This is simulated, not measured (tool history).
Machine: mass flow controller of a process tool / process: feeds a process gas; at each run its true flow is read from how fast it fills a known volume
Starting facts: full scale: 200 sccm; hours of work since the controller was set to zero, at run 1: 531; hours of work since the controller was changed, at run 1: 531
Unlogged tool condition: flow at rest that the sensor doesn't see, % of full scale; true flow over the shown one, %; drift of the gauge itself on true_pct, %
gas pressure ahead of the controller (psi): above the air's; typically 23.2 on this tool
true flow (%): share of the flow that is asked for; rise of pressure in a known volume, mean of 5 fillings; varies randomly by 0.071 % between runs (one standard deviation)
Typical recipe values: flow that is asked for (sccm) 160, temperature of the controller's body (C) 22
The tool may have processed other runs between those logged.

| run | hour | flow that is asked for (sccm) | gas pressure ahead of the controller (psi) | temperature of the controller's body (C) | hours of work since the controller was set to zero | hours of work since the controller was changed | true flow (%) |
|---|---|---|---|---|---|---|---|
| 1 | 0.0 | 160 | 23.2 | 22 | 531 | 531 | 99.55 |
| 2 | 137.7 | 170 | 23.2 | 22 | 587 | 587 | 99.72 |
| 3 | 226.4 | 160 | 23.2 | 35 | 623 | 623 | 98.73 |
| 4 | 313.0 | 160 | 23.2 | 24 | 658 | 658 | 99.61 |
| 5 | 495.1 | 160 | 23.2 | 24 | 732 | 732 | 99.65 |
| 6 | 654.0 | 160 | 23.2 | 24 | 797 | 797 | 99.78 |
| 7 | 741.5 | 160 | 23.2 | 24 | 832 | 832 | 99.78 |
| 8 | 840.0 | 160 | 23.2 | 25 | 872 | 872 | 99.70 |
| 9 | 992.2 | 160 | 23.2 | 25 | 934 | 934 | 99.77 |
| 10 | 1154.7 | 160 | 23.2 | 25 | 1000 | 1000 | 99.77 |
| 11 | 1314.8 | 160 | 29.4 | 26 | 1065 | 1065 | 99.90 |
| 12 | 1448.1 | 160 | 29.4 | 26 | 1119 | 1119 | 99.88 |
| 13 | 1621.6 | 160 | 29.4 | 26 | 1190 | 1190 | 100.02 |
| 14 | 1779.7 | 160 | 29.4 | 26 | 1254 | 1254 | 99.97 |
| 15 | 1898.0 | 160 | 25.4 | 33 | 1302 | 1302 | 99.64 |
| 16 | 2015.0 | 160 | 25.4 | 33 | 1349 | 1349 | 99.75 |
|  | 2083.0 | gauge calibrated |
| 17 | 2124.5 | 160 | 25.4 | 33 | 1394 | 1394 | 98.76 |
| 18 | 2257.2 | 160 | 33.4 | 33 | 1448 | 1448 | 99.02 |
| 19 | 2439.6 | 160 | 22.3 | 34 | 1522 | 1522 | 98.82 |

Run 20, settings as shown, results not yet in. Your forecast:
| 20 | 2627.2 | 160 | 22.3 | 34 | 1598 | 1598 | ? |

For run 20 the tool returned true flow (%) 98.90.
With the hidden condition absent and the run-to-run variation left alone, this run would have shown true flow (%) 98.67.
